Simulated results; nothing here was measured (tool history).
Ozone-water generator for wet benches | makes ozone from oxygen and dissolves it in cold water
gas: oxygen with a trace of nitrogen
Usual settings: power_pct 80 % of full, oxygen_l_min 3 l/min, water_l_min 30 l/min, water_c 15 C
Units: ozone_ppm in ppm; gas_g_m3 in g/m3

| run | day | power_pct | oxygen_l_min | water_l_min | water_c | ozone_ppm | gas_g_m3 |
|---|---|---|---|---|---|---|---|
| 1 | 0 | 80 | 3 | 30 | 15 | 18.6 | 294.2 |
| 2 | 0.662 | 80 | 3 | 30 | 15 | 18.2 | 293.6 |
| 3 | 1.692 | 80 | 3.92 | 30 | 15 | 18.7 | 255.4 |
| 4 | 2.538 | 48 | 3.92 | 30 | 15 | 14.5 | 193.6 |
| 5 | 3.367 | 48 | 3.92 | 30 | 15 | 14.6 | 192.6 |
| 6 | 3.958 | 80 | 3 | 30 | 19 | 17.6 | 293.8 |
| 7 | 5.038 | 80 | 3 | 30 | 19 | 17.5 | 294 |
| 8 | 6.012 | 80 | 3 | 29 | 15 | 18.8 | 291.1 |
| 9 | 6.904 | 80 | 3 | 30 | 15 | 17.8 | 294.2 |
| 10 | 8.371 | 80 | 3 | 30 | 15 | 17.9 | 293.5 |
| 11 | 9.729 | 80 | 3 | 30 | 15 | 18 | 291.8 |
| 12 | 10.854 | 80 | 3 | 30 | 15 | 18 | 291.3 |
| 13 | 12.067 | 80 | 3 | 30 | 15 | 17.7 | 291.2 |
| 14 | 13.533 | 80 | 3 | 30 | 15 | 18 | 288.6 |
| 15 | 14.85 | 80 | 3 | 30 | 15 | 18.1 | 289.6 |
| 16 | 15.979 | 80 | 3 | 30 | 15 | 17.9 | 288.5 |
| 17 | 16.85 | 80 | 3 | 30 | 15 | 18 | 291.1 |
| 18 | 18.196 | 47 | 2.29 | 29 | 7 | 14 | 254.5 |
| 19 | 19.383 | 78 | 1.8 | 26 | 10 | 18.5 | 379.8 |
| 20 | 20.221 | 82 | 4.04 | 23 | 14 | 24.9 | 250.9 |
| 21 | 20.958 | 48 | 2.46 | 40 | 9 | 9.5 | 248.6 |
| 22 | 21.7 | 48 | 3.34 | 40 | 16 | 10.3 | 206.6 |
| 23 | 23.054 | 48 | 3.34 | 40 | 16 | 10.2 | 208.5 |
| 24 | 24.275 | 48 | 1.94 | 40 | 10 | 8.9 | 278.5 |
| 25 | 25.075 | 48 | 2.07 | 40 | 18 | 8.7 | 276.1 |
| 26 | 26.233 | 80 | 3 | 30 | 10 | 18.5 | 287.6 |
| 27 | 27.112 | 44 | 1.66 | 31 | 12 | 11 | 292.5 |
| 28 | 28.125 | 71 | 4.62 | 39 | 17 | 13.9 | 211.7 |
| 29 | 29.367 | 62 | 4.62 | 39 | 15 | 12.9 | 199.1 |
| 30 | 30.204 | 62 | 4.62 | 39 | 15 | 13 | 198.6 |
| 31 | 31.658 | 62 | 4.62 | 39 | 15 | 13 | 197.9 |
| 32 | 32.308 | 62 | 4.62 | 39 | 15 | 13.1 | 197.6 |
| 33 | 33.633 | 62 | 4.62 | 39 | 15 | 12.9 | 196.7 |

Some steps in ozone_ppm between neighbouring runs. How much of each would the tool show without its hidden state too (settings, what came in, random variation), and how much is left for the hidden state, with any gauge scatter that isn't in both results?
The hidden state here: yield of the discharge, % of new electrodes'; contactor's efficiency, % of a clean one's; true water temperature over the reading, C; drift of the gauge itself on ozone_ppm, %; drift of the gauge itself on gas_g_m3, %.
Run 20 -> 21: power_pct 82 -> 48, oxygen_l_min 4.04 -> 2.46, water_l_min 23 -> 40, water_c 14 -> 9. ozone_ppm -15.4 ppm: hidden state +0.7, all else -16.1.
Run 25 -> 26: power_pct 48 -> 80, oxygen_l_min 2.07 -> 3, water_l_min 40 -> 30, water_c 18 -> 10. ozone_ppm +9.8 ppm: hidden state -0.5, all else +10.3.
Run 26 -> 27: power_pct 80 -> 44, oxygen_l_min 3 -> 1.66, water_l_min 30 -> 31, water_c 10 -> 12. ozone_ppm -7.5 ppm: hidden state +0.5, all else -8.
